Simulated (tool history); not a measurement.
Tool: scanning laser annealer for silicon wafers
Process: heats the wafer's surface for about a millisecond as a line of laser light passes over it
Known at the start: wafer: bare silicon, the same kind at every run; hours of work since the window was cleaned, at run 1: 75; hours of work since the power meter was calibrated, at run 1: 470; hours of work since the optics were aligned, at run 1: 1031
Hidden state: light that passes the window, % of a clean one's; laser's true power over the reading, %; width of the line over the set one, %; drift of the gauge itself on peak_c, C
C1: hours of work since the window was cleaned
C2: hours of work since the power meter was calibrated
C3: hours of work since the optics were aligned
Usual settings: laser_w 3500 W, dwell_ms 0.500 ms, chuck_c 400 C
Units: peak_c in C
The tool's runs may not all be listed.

{"run": 1, "hour": 0.0, "laser_w": 3500, "dwell_ms": 0.5, "chuck_c": 400, "C1": 75, "C2": 470, "C3": 1031, "peak_c": 1119}
{"run": 2, "hour": 18.8, "laser_w": 3500, "dwell_ms": 0.5, "chuck_c": 400, "C1": 89, "C2": 483, "C3": 1045, "peak_c": 1113}
{"run": 3, "hour": 33.9, "laser_w": 3500, "dwell_ms": 0.5, "chuck_c": 400, "C1": 100, "C2": 494, "C3": 1056, "peak_c": 1112}
{"run": 4, "hour": 66.6, "laser_w": 3500, "dwell_ms": 0.5, "chuck_c": 400, "C1": 124, "C2": 518, "C3": 1080, "peak_c": 1113}
{"run": 5, "hour": 86.9, "laser_w": 3500, "dwell_ms": 0.5, "chuck_c": 400, "C1": 138, "C2": 533, "C3": 1094, "peak_c": 1108}
{"run": 6, "hour": 103.0, "laser_w": 3500, "dwell_ms": 0.5, "chuck_c": 413, "C1": 150, "C2": 544, "C3": 1106, "peak_c": 1122}
{"run": 7, "hour": 124.3, "laser_w": 3796, "dwell_ms": 0.5, "chuck_c": 413, "C1": 165, "C2": 560, "C3": 1122, "peak_c": 1191}
{"run": 8, "hour": 150.2, "laser_w": 3332, "dwell_ms": 0.5, "chuck_c": 413, "C1": 184, "C2": 579, "C3": 1140, "peak_c": 1081}
{"run": 9, "hour": 174.2, "laser_w": 3500, "dwell_ms": 0.427, "chuck_c": 400, "C1": 202, "C2": 596, "C3": 1158, "peak_c": 1043}
{"run": 10, "hour": 189.4, "laser_w": 3500, "dwell_ms": 0.5, "chuck_c": 407, "C1": 213, "C2": 607, "C3": 1169, "peak_c": 1108}
{"run": 11, "hour": 220.1, "laser_w": 3500, "dwell_ms": 0.5, "chuck_c": 407, "C1": 235, "C2": 629, "C3": 1191, "peak_c": 1109}
{"hour": 225.4, "done": "window over the wafer cleaned"}
{"run": 12, "hour": 238.0, "laser_w": 3500, "dwell_ms": 0.5, "chuck_c": 407, "C1": 9, "C2": 641, "C3": 1202, "peak_c": 1098}
{"run": 13, "hour": 263.3, "laser_w": 3500, "dwell_ms": 0.5, "chuck_c": 407, "C1": 27, "C2": 659, "C3": 1221, "peak_c": 1095}
{"run": 14, "hour": 297.5, "laser_w": 3500, "dwell_ms": 0.5, "chuck_c": 407, "C1": 52, "C2": 684, "C3": 1246, "peak_c": 1091}
{"hour": 330.0, "done": "window over the wafer cleaned, once more"}
{"run": 15, "hour": 336.1, "laser_w": 3214, "dwell_ms": 0.5, "chuck_c": 407, "C1": 4, "C2": 710, "C3": 1272, "peak_c": 1059}
{"run": 16, "hour": 355.8, "laser_w": 3093, "dwell_ms": 0.454, "chuck_c": 400, "C1": 19, "C2": 725, "C3": 1286, "peak_c": 988}
{"hour": 372.5, "done": "optics aligned, line set to its width"}
{"run": 17, "hour": 388.3, "laser_w": 3668, "dwell_ms": 0.573, "chuck_c": 400, "C1": 39, "C2": 745, "C3": 11, "peak_c": 1237}
{"run": 18, "hour": 418.0, "laser_w": 3668, "dwell_ms": 0.573, "chuck_c": 400, "C1": 60, "C2": 766, "C3": 33, "peak_c": 1232}
{"run": 19, "hour": 441.0, "laser_w": 3500, "dwell_ms": 0.352, "chuck_c": 419, "C1": 77, "C2": 783, "C3": 50, "peak_c": 1016}
{"run": 20, "hour": 470.5, "laser_w": 3242, "dwell_ms": 0.518, "chuck_c": 400, "C1": 98, "C2": 804, "C3": 71, "peak_c": 1075}

The next listed run, before its measurement:
{"run": 21, "hour": 487.5, "laser_w": 3250, "dwell_ms": 0.5, "chuck_c": 401, "C1": 111, "C2": 817, "C3": 83, "peak_c": "?"}

{"run 21": {"peak_c": 1069}}
Without the tool's hidden state the same run would have given peak_c 1077 C.
